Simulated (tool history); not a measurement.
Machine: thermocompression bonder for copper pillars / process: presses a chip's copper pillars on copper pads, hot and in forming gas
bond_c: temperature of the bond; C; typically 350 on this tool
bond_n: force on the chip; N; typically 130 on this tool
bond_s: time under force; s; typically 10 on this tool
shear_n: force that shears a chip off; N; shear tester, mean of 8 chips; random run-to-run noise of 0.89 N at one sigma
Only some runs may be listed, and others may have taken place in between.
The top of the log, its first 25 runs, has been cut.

Run 26, day 34.246: usual settings but bond_c 374 C, bond_n 148 N, bond_s 13 s. Result: shear_n 136.3 N.
Run 27, day 35.888: usual settings but bond_c 341 C, bond_n 168 N, bond_s 9 s. Result: shear_n 119.9 N.
Run 28, day 37.308: usual settings but bond_c 341 C, bond_n 168 N, bond_s 9 s. Result: shear_n 118.9 N.
Run 29, day 38.875: usual settings but bond_n 165 N, bond_s 18 s. Result: shear_n 138.2 N.
Run 30, day 40.3: usual settings but bond_n 165 N, bond_s 18 s. Result: shear_n 136.3 N.
Run 31, day 42.225: usual settings but bond_c 330 C, bond_n 147 N, bond_s 27 s. Result: shear_n 127.1 N.
Run 32, day 43.358: usual settings but bond_c 330 C, bond_n 147 N, bond_s 27 s. Result: shear_n 124.9 N.
Run 33, day 44.15: usual settings but bond_c 325 C, bond_n 82 N, bond_s 6 s. Result: shear_n 45.2 N.
Run 34, day 45.579: usual settings but bond_c 372 C, bond_s 5 s. Result: shear_n 103.4 N.
Run 35, day 46.579: usual settings but bond_c 341 C, bond_n 136 N, bond_s 11 s. Result: shear_n 106.6 N.
Run 36, day 48.283: usual settings but bond_c 341 C, bond_n 136 N, bond_s 11 s. Result: shear_n 107.5 N.

5 options for the next run, each taken on its own from the tool as it stands now. Forecast them:
Run A, day 49.375: usual settings but bond_c 335 C, bond_n 94 N, bond_s 17 s. Result: shear_n ?.
Run B, day 49.375: usual settings but bond_c 367 C, bond_n 136 N, bond_s 27 s. Result: shear_n ?.
Run C, day 49.375: usual settings but bond_c 376 C, bond_n 136 N, bond_s 23 s. Result: shear_n ?.
Run D, day 49.375: usual settings but bond_c 332 C, bond_n 186 N. Result: shear_n ?.
Run E, day 49.375: usual settings but bond_c 367 C, bond_n 182 N. Result: shear_n ?.

run  shear_n
  A     83.8
  B    137.3
  C    137.8
  D    119.8
  E    135.6
The same runs, with their run-to-run variation unchanged, on a tool lacking any hidden condition would have given:
run  shear_n
  A     87.2
  B    143.1
  C    143.5
  D    124.9
  E    141.2
